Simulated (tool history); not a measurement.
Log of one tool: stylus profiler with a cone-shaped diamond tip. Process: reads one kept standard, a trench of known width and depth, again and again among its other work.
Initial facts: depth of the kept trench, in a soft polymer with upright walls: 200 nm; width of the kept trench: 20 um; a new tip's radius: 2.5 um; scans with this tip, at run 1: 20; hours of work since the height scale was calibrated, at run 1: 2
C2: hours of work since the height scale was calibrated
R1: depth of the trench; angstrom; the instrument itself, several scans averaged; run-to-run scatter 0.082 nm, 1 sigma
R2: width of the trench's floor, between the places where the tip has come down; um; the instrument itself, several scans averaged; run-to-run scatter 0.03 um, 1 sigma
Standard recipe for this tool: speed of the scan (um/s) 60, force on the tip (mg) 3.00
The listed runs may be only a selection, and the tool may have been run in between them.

run 1 hour=0.0 | speed_of_the_scan_(um/s)=60 force_on_the_tip_(mg)=3.00 | scans_with_this_tip=20 C2=2 | R1=2017.6 R2=17.76
run 2 hour=63.3 | speed_of_the_scan_(um/s)=60 force_on_the_tip_(mg)=6.02 | scans_with_this_tip=593 C2=45 | R1=2030.4 R2=17.85
run 3 hour=152.6 | speed_of_the_scan_(um/s)=18 force_on_the_tip_(mg)=3.00 | scans_with_this_tip=1403 C2=106 | R1=2018.0 R2=17.85
run 4 hour=256.1 | speed_of_the_scan_(um/s)=18 force_on_the_tip_(mg)=3.00 | scans_with_this_tip=2341 C2=177 | R1=2016.6 R2=17.83
run 5 hour=301.2 | speed_of_the_scan_(um/s)=18 force_on_the_tip_(mg)=3.00 | scans_with_this_tip=2750 C2=208 | R1=2018.0 R2=17.80
run 6 hour=359.6 | speed_of_the_scan_(um/s)=18 force_on_the_tip_(mg)=3.00 | scans_with_this_tip=3279 C2=247 | R1=2017.6 R2=17.69
run 7 hour=423.2 | speed_of_the_scan_(um/s)=21 force_on_the_tip_(mg)=3.00 | scans_with_this_tip=3856 C2=291 | R1=2018.6 R2=17.74
run 8 hour=503.9 | speed_of_the_scan_(um/s)=21 force_on_the_tip_(mg)=3.00 | scans_with_this_tip=4587 C2=346 | R1=2016.1 R2=17.65
run 9 hour=590.0 | speed_of_the_scan_(um/s)=135 force_on_the_tip_(mg)=3.00 | scans_with_this_tip=5368 C2=405 | R1=2016.3 R2=17.17
run 10 hour=687.4 | speed_of_the_scan_(um/s)=135 force_on_the_tip_(mg)=3.00 | scans_with_this_tip=6250 C2=472 | R1=2014.8 R2=17.17
run 11 hour=739.4 | speed_of_the_scan_(um/s)=60 force_on_the_tip_(mg)=3.00 | scans_with_this_tip=6722 C2=507 | R1=2016.3 R2=17.38
run 12 hour=837.0 | speed_of_the_scan_(um/s)=204 force_on_the_tip_(mg)=2.65 | scans_with_this_tip=7607 C2=574 | R1=2014.9 R2=16.80
run 13 hour=889.7 | speed_of_the_scan_(um/s)=204 force_on_the_tip_(mg)=2.65 | scans_with_this_tip=8084 C2=610 | R1=2013.8 R2=16.73
run 14 hour=939.6 | speed_of_the_scan_(um/s)=78 force_on_the_tip_(mg)=6.35 | scans_with_this_tip=8537 C2=644 | R1=2026.3 R2=17.33
run 15 hour=992.8 | speed_of_the_scan_(um/s)=78 force_on_the_tip_(mg)=6.35 | scans_with_this_tip=9019 C2=681 | R1=2027.2 R2=17.34
run 16 hour=1039.4 | speed_of_the_scan_(um/s)=60 force_on_the_tip_(mg)=7.22 | scans_with_this_tip=9441 C2=712 | R1=2028.9 R2=17.26
run 17 hour=1108.8 | speed_of_the_scan_(um/s)=60 force_on_the_tip_(mg)=7.22 | scans_with_this_tip=10071 C2=760 | R1=2029.0 R2=17.26
run 18 hour=1191.4 | speed_of_the_scan_(um/s)=18 force_on_the_tip_(mg)=7.22 | scans_with_this_tip=10819 C2=816 | R1=2030.3 R2=17.25
run 19 hour=1288.6 | speed_of_the_scan_(um/s)=148 force_on_the_tip_(mg)=1.20 | scans_with_this_tip=11700 C2=883 | R1=2004.3 R2=16.45
run 20 hour=1366.9 | speed_of_the_scan_(um/s)=40 force_on_the_tip_(mg)=2.05 | scans_with_this_tip=12411 C2=937 | R1=2008.7 R2=17.06
run 21 hour=1468.9 | speed_of_the_scan_(um/s)=23 force_on_the_tip_(mg)=8.72 | scans_with_this_tip=13335 C2=1006 | R1=2031.5 R2=17.18

Below are 3 alternative next runs, each starting from the tool's condition after run 21. Predict each:
run A hour=1517.8 | speed_of_the_scan_(um/s)=126 force_on_the_tip_(mg)=1.92 | scans_with_this_tip=13778 C2=1040 | R1=? R2=?
run B hour=1517.8 | speed_of_the_scan_(um/s)=17 force_on_the_tip_(mg)=3.99 | scans_with_this_tip=13778 C2=1040 | R1=? R2=?
run C hour=1517.8 | speed_of_the_scan_(um/s)=23 force_on_the_tip_(mg)=1.99 | scans_with_this_tip=13778 C2=1040 | R1=? R2=?

run=A R1=2007.1 R2=16.61
run=B R1=2015.4 R2=17.18
run=C R1=2006.6 R2=17.15
Had the tool no hidden state, the same runs would have come out as:
run=A R1=2013.7 R2=17.44
run=B R1=2022.1 R2=18.00
run=C R1=2013.3 R2=17.98

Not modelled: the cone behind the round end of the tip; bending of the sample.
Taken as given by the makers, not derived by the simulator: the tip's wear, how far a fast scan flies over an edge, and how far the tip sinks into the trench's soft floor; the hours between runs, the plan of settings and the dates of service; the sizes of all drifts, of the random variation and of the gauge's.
